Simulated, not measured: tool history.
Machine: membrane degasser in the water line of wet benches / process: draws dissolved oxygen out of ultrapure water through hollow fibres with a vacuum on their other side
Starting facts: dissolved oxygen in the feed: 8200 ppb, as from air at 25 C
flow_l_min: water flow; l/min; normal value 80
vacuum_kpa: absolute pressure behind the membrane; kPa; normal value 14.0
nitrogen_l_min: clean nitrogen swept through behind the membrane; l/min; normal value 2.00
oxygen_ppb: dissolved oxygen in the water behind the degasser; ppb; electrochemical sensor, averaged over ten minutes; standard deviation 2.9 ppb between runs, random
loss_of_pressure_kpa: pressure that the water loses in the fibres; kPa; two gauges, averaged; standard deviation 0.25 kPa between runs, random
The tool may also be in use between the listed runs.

run 1 hour=0.0 | flow_l_min=80 vacuum_kpa=14.0 nitrogen_l_min=2.00 | oxygen_ppb=854.7 loss_of_pressure_kpa=68.31
run 2 hour=40.1 | flow_l_min=80 vacuum_kpa=14.0 nitrogen_l_min=2.00 | oxygen_ppb=852.2 loss_of_pressure_kpa=67.75
run 3 hour=68.1 | flow_l_min=80 vacuum_kpa=14.0 nitrogen_l_min=2.00 | oxygen_ppb=849.5 loss_of_pressure_kpa=68.19
run 4 hour=111.0 | flow_l_min=80 vacuum_kpa=14.0 nitrogen_l_min=2.00 | oxygen_ppb=852.6 loss_of_pressure_kpa=67.63
run 5 hour=133.7 | flow_l_min=80 vacuum_kpa=14.0 nitrogen_l_min=2.00 | oxygen_ppb=849.9 loss_of_pressure_kpa=67.95
run 6 hour=154.7 | flow_l_min=71 vacuum_kpa=14.0 nitrogen_l_min=2.00 | oxygen_ppb=769.4 loss_of_pressure_kpa=60.56
run 7 hour=203.0 | flow_l_min=71 vacuum_kpa=14.0 nitrogen_l_min=2.00 | oxygen_ppb=765.9 loss_of_pressure_kpa=60.88
run 8 hour=226.2 | flow_l_min=71 vacuum_kpa=14.0 nitrogen_l_min=2.00 | oxygen_ppb=769.4 loss_of_pressure_kpa=60.83
run 9 hour=256.8 | flow_l_min=80 vacuum_kpa=14.0 nitrogen_l_min=4.26 | oxygen_ppb=489.2 loss_of_pressure_kpa=68.51
run 10 hour=296.3 | flow_l_min=80 vacuum_kpa=14.0 nitrogen_l_min=4.26 | oxygen_ppb=487.7 loss_of_pressure_kpa=68.53
run 11 hour=331.8 | flow_l_min=80 vacuum_kpa=14.0 nitrogen_l_min=4.26 | oxygen_ppb=490.0 loss_of_pressure_kpa=68.87
run 12 hour=373.6 | flow_l_min=80 vacuum_kpa=14.0 nitrogen_l_min=4.26 | oxygen_ppb=487.4 loss_of_pressure_kpa=68.58
run 13 hour=408.0 | flow_l_min=80 vacuum_kpa=14.0 nitrogen_l_min=4.26 | oxygen_ppb=488.7 loss_of_pressure_kpa=68.50
run 14 hour=444.5 | flow_l_min=80 vacuum_kpa=14.0 nitrogen_l_min=2.00 | oxygen_ppb=855.8 loss_of_pressure_kpa=68.67
run 15 hour=490.4 | flow_l_min=80 vacuum_kpa=14.0 nitrogen_l_min=2.00 | oxygen_ppb=850.7 loss_of_pressure_kpa=68.66
run 16 hour=527.2 | flow_l_min=80 vacuum_kpa=14.0 nitrogen_l_min=5.77 | oxygen_ppb=389.8 loss_of_pressure_kpa=68.20
run 17 hour=549.9 | flow_l_min=80 vacuum_kpa=14.0 nitrogen_l_min=5.70 | oxygen_ppb=395.5 loss_of_pressure_kpa=68.50
run 18 hour=576.7 | flow_l_min=80 vacuum_kpa=28.5 nitrogen_l_min=1.54 | oxygen_ppb=2046.4 loss_of_pressure_kpa=68.87
run 19 hour=625.7 | flow_l_min=80 vacuum_kpa=14.0 nitrogen_l_min=1.87 | oxygen_ppb=903.3 loss_of_pressure_kpa=68.53
run 20 hour=670.0 | flow_l_min=80 vacuum_kpa=14.0 nitrogen_l_min=1.87 | oxygen_ppb=885.9 loss_of_pressure_kpa=68.77
run 21 hour=713.5 | flow_l_min=105 vacuum_kpa=15.4 nitrogen_l_min=2.00 | oxygen_ppb=1173.0 loss_of_pressure_kpa=89.97
run 22 hour=736.3 | flow_l_min=80 vacuum_kpa=14.0 nitrogen_l_min=1.32 | oxygen_ppb=1117.3 loss_of_pressure_kpa=68.81
run 23 hour=771.8 | flow_l_min=80 vacuum_kpa=14.0 nitrogen_l_min=1.32 | oxygen_ppb=1114.1 loss_of_pressure_kpa=68.72
run 24 hour=811.2 | flow_l_min=54 vacuum_kpa=12.5 nitrogen_l_min=4.62 | oxygen_ppb=263.3 loss_of_pressure_kpa=46.63
run 25 hour=838.4 | flow_l_min=98 vacuum_kpa=18.0 nitrogen_l_min=3.64 | oxygen_ppb=863.6 loss_of_pressure_kpa=84.18
run 26 hour=878.4 | flow_l_min=98 vacuum_kpa=18.0 nitrogen_l_min=3.64 | oxygen_ppb=859.7 loss_of_pressure_kpa=84.71
run 27 hour=906.3 | flow_l_min=82 vacuum_kpa=9.7 nitrogen_l_min=3.47 | oxygen_ppb=375.5 loss_of_pressure_kpa=70.80
run 28 hour=930.4 | flow_l_min=80 vacuum_kpa=8.7 nitrogen_l_min=5.94 | oxygen_ppb=221.4 loss_of_pressure_kpa=68.78
run 29 hour=953.4 | flow_l_min=80 vacuum_kpa=8.7 nitrogen_l_min=5.94 | oxygen_ppb=221.9 loss_of_pressure_kpa=68.45
run 30 hour=998.9 | flow_l_min=80 vacuum_kpa=8.7 nitrogen_l_min=5.94 | oxygen_ppb=221.2 loss_of_pressure_kpa=69.31
run 31 hour=1032.7 | flow_l_min=50 vacuum_kpa=20.1 nitrogen_l_min=4.33 | oxygen_ppb=449.4 loss_of_pressure_kpa=42.98
run 32 hour=1075.8 | flow_l_min=80 vacuum_kpa=31.6 nitrogen_l_min=1.02 | oxygen_ppb=2814.5 loss_of_pressure_kpa=69.04

Not shown here: 2 entries made in the log between runs. Locate each between two listed runs and compare the hidden state at the listed run before it with the hidden state at the listed run after it:
Runs 16 to 17: vacuum gauge calibrated (hour 532.2)
  true pressure behind the membrane over the reading, kPa: 0.17 -> 0.27
  the result without the hidden state subtracted from the measured one, oxygen_ppb: +9.3 -> +12.4 ppb; loss_of_pressure_kpa: +0.79 -> +0.81 kPa
Runs 19 to 20: vacuum gauge calibrated, once more (hour 660.8)
  true pressure behind the membrane over the reading, kPa: 0.28 -> -0.01; air that leaks in behind the membrane, l/min: 0.0191 -> 0.0192
  the result without the hidden state subtracted from the measured one, oxygen_ppb: +22.6 -> +2.4 ppb; loss_of_pressure_kpa: +0.87 -> +0.89 kPa

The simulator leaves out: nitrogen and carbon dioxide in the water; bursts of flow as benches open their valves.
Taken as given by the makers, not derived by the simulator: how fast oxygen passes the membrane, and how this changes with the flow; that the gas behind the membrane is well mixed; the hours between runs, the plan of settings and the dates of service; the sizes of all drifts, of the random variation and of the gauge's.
